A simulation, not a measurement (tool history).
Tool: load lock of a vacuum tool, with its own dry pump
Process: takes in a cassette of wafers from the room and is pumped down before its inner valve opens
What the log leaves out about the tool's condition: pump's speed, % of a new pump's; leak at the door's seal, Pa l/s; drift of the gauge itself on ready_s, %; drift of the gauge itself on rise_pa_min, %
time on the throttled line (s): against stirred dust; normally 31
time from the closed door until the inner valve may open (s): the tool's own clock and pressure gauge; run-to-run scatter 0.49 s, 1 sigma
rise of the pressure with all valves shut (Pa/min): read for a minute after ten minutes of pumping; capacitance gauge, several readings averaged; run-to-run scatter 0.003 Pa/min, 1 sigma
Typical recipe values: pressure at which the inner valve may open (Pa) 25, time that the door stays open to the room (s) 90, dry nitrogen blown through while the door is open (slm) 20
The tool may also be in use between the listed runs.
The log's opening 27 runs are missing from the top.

run	hour	time on the throttled line (s)	pressure at which the inner valve may open (Pa)	time that the door stays open to the room (s)	dry nitrogen blown through while the door is open (slm)	hours that the pump has run since its overhaul	times that the door has closed on its seal	incoming humidity of the room's air, %	time from the closed door until the inner valve may open (s)	rise of the pressure with all valves shut (Pa/min)
28	5188.9	28	44	90	12	7915	27309	45.3	60.3	0.055
29	5419.4	31	40	90	20	8145	27825	46.0	63.1	0.040
30	5596.9	31	40	90	20	8323	28221	45.3	62.2	0.043
31	5823.2	19	25	90	5	8549	28727	42.7	55.8	0.064
32	5940.3	31	23	90	15	8666	28989	44.4	66.9	0.048
33	6197.0	62	49	90	15	8923	29562	41.5	85.2	0.040
34	6435.8	62	49	90	15	9161	30096	44.1	86.1	0.049
35	6710.8	62	49	90	15	9436	30711	45.9	85.7	0.052
36	6876.7	31	25	58	5	9602	31082	47.2	65.3	0.056

Below are 3 alternative next runs, each starting from the tool's condition after run 36. Predict each:
A	7067.3	28	38	90	20	9793	31508	44.6	?	?
B	7067.3	31	32	223	20	9793	31508	43.3	?	?
C	7067.3	31	25	65	10	9793	31508	46.3	?	?

run	time from the closed door until the inner valve may open (s)	rise of the pressure with all valves shut (Pa/min)
A	59.9	0.048
B	64.4	0.057
C	66.2	0.054
The same runs, with their run-to-run variation unchanged, on a tool lacking any hidden condition would have given:
run	time from the closed door until the inner valve may open (s)	rise of the pressure with all valves shut (Pa/min)
A	59.9	0.047
B	64.3	0.057
C	66.1	0.053

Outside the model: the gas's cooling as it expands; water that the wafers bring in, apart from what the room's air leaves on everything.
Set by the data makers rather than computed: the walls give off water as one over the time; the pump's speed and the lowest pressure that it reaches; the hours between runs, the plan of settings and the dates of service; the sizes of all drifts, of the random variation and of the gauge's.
